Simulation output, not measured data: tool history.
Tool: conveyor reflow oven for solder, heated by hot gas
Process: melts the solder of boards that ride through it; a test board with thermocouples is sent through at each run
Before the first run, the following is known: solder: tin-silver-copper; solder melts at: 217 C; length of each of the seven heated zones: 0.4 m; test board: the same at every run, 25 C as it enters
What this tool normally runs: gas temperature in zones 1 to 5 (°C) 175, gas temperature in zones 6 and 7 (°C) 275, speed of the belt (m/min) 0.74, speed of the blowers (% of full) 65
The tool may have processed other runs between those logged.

run	hour	gas temperature in zones 1 to 5 (°C)	gas temperature in zones 6 and 7 (°C)	speed of the belt (m/min)	speed of the blowers (% of full)	highest temperature of the board (°C)	time above the solder's melting point (s)
1	0.0	175	275	0.74	65	250.1	45.2
2	39.6	175	275	0.74	65	250.3	45.2
3	68.9	175	275	0.74	65	249.3	44.4
4	134.6	175	275	0.74	65	248.9	44.4
# hour 160.7: thermocouples of zones 6 and 7 changed
5	170.5	175	288	0.74	65	257.4	50.3
6	216.0	175	288	0.74	65	258.3	50.0
7	250.6	175	275	0.74	50	239.1	34.1
8	281.5	175	275	0.74	65	247.6	43.6
9	308.6	175	275	0.74	65	246.4	42.7
10	360.8	175	275	0.74	65	246.2	42.0
11	400.2	175	273	0.71	65	246.6	44.8

For run 12, what comes out?
# hour 420.0: flux residue cleaned out of gas plates and filters
12	470.7	162	275	0.74	60	?	?

For run 12 the tool returned highest temperature of the board (°C) 244.3, time above the solder's melting point (s) 38.5.
The same run, on a tool lacking any hidden state, would have yielded highest temperature of the board (°C) 243.9, time above the solder's melting point (s) 37.6.
